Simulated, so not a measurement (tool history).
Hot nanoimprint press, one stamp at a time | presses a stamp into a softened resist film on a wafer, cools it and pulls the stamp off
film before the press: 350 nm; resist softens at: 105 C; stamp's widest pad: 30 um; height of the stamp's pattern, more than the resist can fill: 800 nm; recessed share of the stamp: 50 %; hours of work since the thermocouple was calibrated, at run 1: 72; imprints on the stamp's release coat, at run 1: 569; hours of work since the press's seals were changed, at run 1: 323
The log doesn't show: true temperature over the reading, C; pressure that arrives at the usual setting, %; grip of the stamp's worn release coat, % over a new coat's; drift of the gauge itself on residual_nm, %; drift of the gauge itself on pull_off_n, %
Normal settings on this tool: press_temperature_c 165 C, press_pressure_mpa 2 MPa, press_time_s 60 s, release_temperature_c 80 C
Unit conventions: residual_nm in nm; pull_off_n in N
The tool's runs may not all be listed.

run,hour,press_temperature_c,press_pressure_mpa,press_time_s,release_temperature_c,hours of work since the thermocouple was calibrated,imprints on the stamp's release coat,hours of work since the press's seals were changed,residual_nm,pull_off_n
1,0,165,2,60,80,72,569,323,194.6,239
2,53.7,165,2.72,60,80,113,890,364,168.3,239
3,110.2,165,2.72,60,80,156,1229,407,171.1,258
# hour 132.4: stamp cleaned and given a new release coat
4,177.7,154,2,60,80,203,271,454,291.9,223
5,237.8,165,2,60,80,249,631,500,198.8,243
6,315.7,165,2,60,80,308,1097,559,202.8,250
# hour 359.5: stamp cleaned and given a new release coat
7,388.5,165,2,60,80,359,174,610,203.6,226
# hour 450.7: press's hydraulic seals changed and the load cell set to zero
8,471.2,165,2,60,80,416,621,16,201.7,244
# hour 504.5: plate thermocouple calibrated
9,549.9,165,2,60,80,35,1074,73,209.1,260
# hour 601.2: stamp cleaned and given a new release coat
10,631.2,165,2,60,80,92,179,131,211.2,226
11,707.5,165,2,95,80,150,636,189,183.7,243
12,748.4,165,2,95,80,181,881,220,185.4,244
# hour 798.1: plate thermocouple calibrated, once more
13,798.3,165,2,95,80,0,1162,256,164.9,261
# hour 835.7: stamp cleaned and given a new release coat
14,879.4,165,2,95,80,57,262,313,167.5,226
15,937.2,165,2,95,80,101,607,357,168.3,232
16,975.4,165,2,95,80,131,836,386,172.8,246
17,1011.1,165,2,95,80,158,1050,413,171,259
# hour 1061.1: stamp cleaned and given a new release coat
18,1095.8,160,3.05,47,87,218,207,473,225.7,208
19,1152.4,155,2.1,47,87,261,546,516,296.6,216
20,1195.3,155,1.55,34,74,294,803,549,320.9,262
21,1269.8,165,2,57,68,350,1249,606,209.4,279
# hour 1292.1: stamp cleaned and given a new release coat
# hour 1345.8: press's hydraulic seals changed and the load cell set to zero
22,1348.3,165,2,51,68,399,289,2,214.1,251
23,1380.8,165,2,91,80,424,483,27,182.4,237
# hour 1402.5: plate thermocouple calibrated
24,1443.9,165,2.16,60,67,32,843,72,186.8,264
25,1507.5,165,2.16,60,67,80,1224,121,190.6,294
# hour 1530.1: stamp cleaned and given a new release coat
26,1561.1,165,2.16,60,67,116,186,157,188.7,239
27,1635,165,2.16,60,67,173,628,213,191.1,272
28,1711,171,2.16,60,67,230,1083,271,147.7,279
# hour 1760.8: stamp cleaned and given a new release coat
29,1779.2,165,2.13,60,76,278,110,319,196.4,225

What if the next run were any one of these 3? Each begins from the tool's condition after run 29:
A,1813.5,165,2.13,34,87,304,316,345,?,?
B,1813.5,170,2.13,48,76,304,316,345,?,?
C,1813.5,174,1.68,60,80,304,316,345,?,?

run,residual_nm,pull_off_n
A,231.7,218
B,173.3,235
C,148.4,232
Without the tool's unlogged condition, the same runs would have read:
run,residual_nm,pull_off_n
A,222,206
B,164.7,223
C,141.1,220
